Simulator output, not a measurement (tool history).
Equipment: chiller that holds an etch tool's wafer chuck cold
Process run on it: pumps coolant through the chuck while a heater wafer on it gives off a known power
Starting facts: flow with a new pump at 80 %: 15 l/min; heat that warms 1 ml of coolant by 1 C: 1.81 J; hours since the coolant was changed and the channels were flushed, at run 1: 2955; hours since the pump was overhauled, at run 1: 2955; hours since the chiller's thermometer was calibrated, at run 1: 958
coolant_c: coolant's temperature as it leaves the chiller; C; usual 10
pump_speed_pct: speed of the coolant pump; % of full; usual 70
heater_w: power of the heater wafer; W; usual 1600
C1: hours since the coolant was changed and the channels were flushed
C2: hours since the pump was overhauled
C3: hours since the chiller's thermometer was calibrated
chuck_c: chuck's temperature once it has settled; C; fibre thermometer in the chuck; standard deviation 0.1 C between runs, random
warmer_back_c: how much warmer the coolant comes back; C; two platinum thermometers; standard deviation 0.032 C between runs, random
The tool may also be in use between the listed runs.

Run 1, hour 0: usual settings; C1 2955; C2 2955; C3 958. Result: chuck_c 29 C, warmer_back_c 4.35 C.
Run 2, hour 112.1: usual settings; C1 3067; C2 3067; C3 1070. Result: chuck_c 29.2 C, warmer_back_c 4.36 C.
Run 3, hour 188.5: usual settings; C1 3143; C2 3143; C3 1147. Result: chuck_c 29.1 C, warmer_back_c 4.36 C.
Run 4, hour 263.2: usual settings; C1 3218; C2 3218; C3 1221. Result: chuck_c 29.3 C, warmer_back_c 4.4 C.
Run 5, hour 376.2: usual settings; C1 3331; C2 3331; C3 1334. Result: chuck_c 29.5 C, warmer_back_c 4.36 C.
Run 6, hour 457.4: usual settings; C1 3412; C2 3412; C3 1416. Result: chuck_c 29.5 C, warmer_back_c 4.36 C.
At hour 474.4: coolant pump overhauled.
Run 7, hour 585.2: usual settings; C1 3535; C2 111; C3 1538. Result: chuck_c 30.2 C, warmer_back_c 4.61 C.
Run 8, hour 659.2: usual settings but pump_speed_pct 77 % of full, heater_w 1691 W; C1 3609; C2 185; C3 1612. Result: chuck_c 30.2 C, warmer_back_c 4.36 C.
Run 9, hour 778.5: usual settings but pump_speed_pct 77 % of full, heater_w 1691 W; C1 3728; C2 304; C3 1732. Result: chuck_c 30.4 C, warmer_back_c 4.41 C.
At hour 830.9: coolant pump overhauled, once more.
Run 10, hour 915.3: usual settings but coolant_c 19 C, pump_speed_pct 64 % of full; C1 3860; C2 84; C3 1863. Result: chuck_c 39.3 C, warmer_back_c 4.52 C.
Run 11, hour 1037.1: usual settings but coolant_c 18 C; C1 3982; C2 206; C3 1985. Result: chuck_c 37.1 C, warmer_back_c 4.08 C.
At hour 1126.5: chiller's thermometer calibrated.
Run 12, hour 1173.7: usual settings but coolant_c 18 C; C1 4117; C2 342; C3 47. Result: chuck_c 37.1 C, warmer_back_c 4.08 C.

4 options for the next run, each taken on its own from the tool as it stands now. Forecast them:
Run A, hour 1266.5: usual settings but coolant_c 18 C, heater_w 1589 W; C1 4210; C2 435; C3 140. Result: chuck_c ?, warmer_back_c ?.
Run B, hour 1266.5: usual settings but coolant_c 16 C, heater_w 981 W; C1 4210; C2 435; C3 140. Result: chuck_c ?, warmer_back_c ?.
Run C, hour 1266.5: usual settings but coolant_c 18 C, pump_speed_pct 64 % of full; C1 4210; C2 435; C3 140. Result: chuck_c ?, warmer_back_c ?.
Run D, hour 1266.5: usual settings but coolant_c 18 C, pump_speed_pct 69 % of full, heater_w 1184 W; C1 4210; C2 435; C3 140. Result: chuck_c ?, warmer_back_c ?.

run  chuck_c  warmer_back_c
  A       37           4.11
  B     27.8            2.5
  C     38.5           4.55
  D     32.3            3.1
The same runs, with their run-to-run variation unchanged, on a tool lacking any hidden condition would have given:
run  chuck_c  warmer_back_c
  A     34.3           4.07
  B     26.2           2.47
  C     35.6            4.5
  D     30.3           3.07

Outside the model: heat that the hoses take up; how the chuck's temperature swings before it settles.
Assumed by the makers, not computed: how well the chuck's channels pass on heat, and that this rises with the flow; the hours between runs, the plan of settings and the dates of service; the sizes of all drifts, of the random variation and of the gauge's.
